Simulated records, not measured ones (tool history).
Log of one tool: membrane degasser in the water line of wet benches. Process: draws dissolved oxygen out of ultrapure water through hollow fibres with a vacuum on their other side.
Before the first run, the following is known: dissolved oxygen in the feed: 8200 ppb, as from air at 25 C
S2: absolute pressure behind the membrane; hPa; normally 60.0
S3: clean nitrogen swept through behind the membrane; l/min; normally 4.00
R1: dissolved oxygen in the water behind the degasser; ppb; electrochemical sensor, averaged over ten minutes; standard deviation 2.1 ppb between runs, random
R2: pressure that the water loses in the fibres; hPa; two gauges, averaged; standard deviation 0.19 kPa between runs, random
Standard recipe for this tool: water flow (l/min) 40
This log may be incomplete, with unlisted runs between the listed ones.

run 1 hour=0.0 | water_flow_(l/min)=40 S2=60.0 S3=4.00 | R1=206.0 R2=403.9
run 2 hour=44.4 | water_flow_(l/min)=40 S2=60.0 S3=4.00 | R1=202.9 R2=404.1
run 3 hour=87.5 | water_flow_(l/min)=40 S2=60.0 S3=2.47 | R1=241.1 R2=407.6
run 4 hour=147.9 | water_flow_(l/min)=40 S2=60.0 S3=4.00 | R1=205.9 R2=404.6
run 5 hour=202.2 | water_flow_(l/min)=40 S2=63.5 S3=4.00 | R1=214.5 R2=404.9
run 6 hour=254.2 | water_flow_(l/min)=40 S2=60.0 S3=4.00 | R1=204.2 R2=402.2
run 7 hour=299.9 | water_flow_(l/min)=40 S2=60.0 S3=4.00 | R1=206.0 R2=402.2
run 8 hour=336.5 | water_flow_(l/min)=24 S2=60.0 S3=4.00 | R1=95.9 R2=243.1
run 9 hour=384.6 | water_flow_(l/min)=40 S2=60.0 S3=4.00 | R1=203.7 R2=404.4
run 10 hour=428.8 | water_flow_(l/min)=40 S2=60.0 S3=4.00 | R1=202.1 R2=402.4
run 11 hour=462.3 | water_flow_(l/min)=40 S2=60.0 S3=4.00 | R1=202.8 R2=401.4
run 12 hour=489.9 | water_flow_(l/min)=40 S2=60.0 S3=2.10 | R1=259.3 R2=403.5
run 13 hour=547.4 | water_flow_(l/min)=40 S2=47.7 S3=4.00 | R1=180.2 R2=402.6
run 14 hour=574.2 | water_flow_(l/min)=40 S2=47.7 S3=4.00 | R1=175.7 R2=402.0
run 15 hour=602.2 | water_flow_(l/min)=52 S2=60.0 S3=4.00 | R1=290.9 R2=520.6
run 16 hour=642.1 | water_flow_(l/min)=52 S2=60.0 S3=2.31 | R1=338.0 R2=521.3
run 17 hour=672.1 | water_flow_(l/min)=37 S2=149.8 S3=2.55 | R1=493.9 R2=367.1
run 18 hour=727.6 | water_flow_(l/min)=27 S2=121.3 S3=3.12 | R1=252.0 R2=270.1
run 19 hour=778.9 | water_flow_(l/min)=27 S2=121.3 S3=3.12 | R1=245.6 R2=271.3
run 20 hour=811.2 | water_flow_(l/min)=27 S2=121.3 S3=3.12 | R1=246.2 R2=268.1
run 21 hour=870.7 | water_flow_(l/min)=27 S2=121.3 S3=3.12 | R1=248.4 R2=266.3
run 22 hour=914.0 | water_flow_(l/min)=58 S2=57.6 S3=6.89 | R1=294.6 R2=575.7
run 23 hour=978.2 | water_flow_(l/min)=58 S2=57.6 S3=6.89 | R1=292.0 R2=575.4
run 24 hour=1020.5 | water_flow_(l/min)=50 S2=126.7 S3=3.47 | R1=496.2 R2=499.4
run 25 hour=1082.1 | water_flow_(l/min)=55 S2=45.6 S3=4.00 | R1=264.3 R2=544.3
run 26 hour=1139.0 | water_flow_(l/min)=30 S2=149.0 S3=2.63 | R1=388.9 R2=296.8
run 27 hour=1190.4 | water_flow_(l/min)=30 S2=149.0 S3=2.63 | R1=381.1 R2=296.5
run 28 hour=1254.8 | water_flow_(l/min)=30 S2=149.0 S3=2.63 | R1=384.4 R2=294.5
run 29 hour=1316.3 | water_flow_(l/min)=39 S2=103.1 S3=10.84 | R1=194.8 R2=385.6
run 30 hour=1381.8 | water_flow_(l/min)=39 S2=103.1 S3=10.84 | R1=195.1 R2=395.9
run 31 hour=1415.0 | water_flow_(l/min)=26 S2=36.2 S3=4.78 | R1=72.3 R2=262.8

Taken out of this log: 1 entry between the listed runs. Where each belongs, and how the hidden state differs across it:
Logged between run 29 and run 30: gauge calibrated (hour 1346.4)
  drift of the gauge itself on loss_of_pressure_kpa, %: -2.75 -> -0.07
  difference, measured minus the result without the unlogged condition, R2: -10.8 -> -0.2 hPa

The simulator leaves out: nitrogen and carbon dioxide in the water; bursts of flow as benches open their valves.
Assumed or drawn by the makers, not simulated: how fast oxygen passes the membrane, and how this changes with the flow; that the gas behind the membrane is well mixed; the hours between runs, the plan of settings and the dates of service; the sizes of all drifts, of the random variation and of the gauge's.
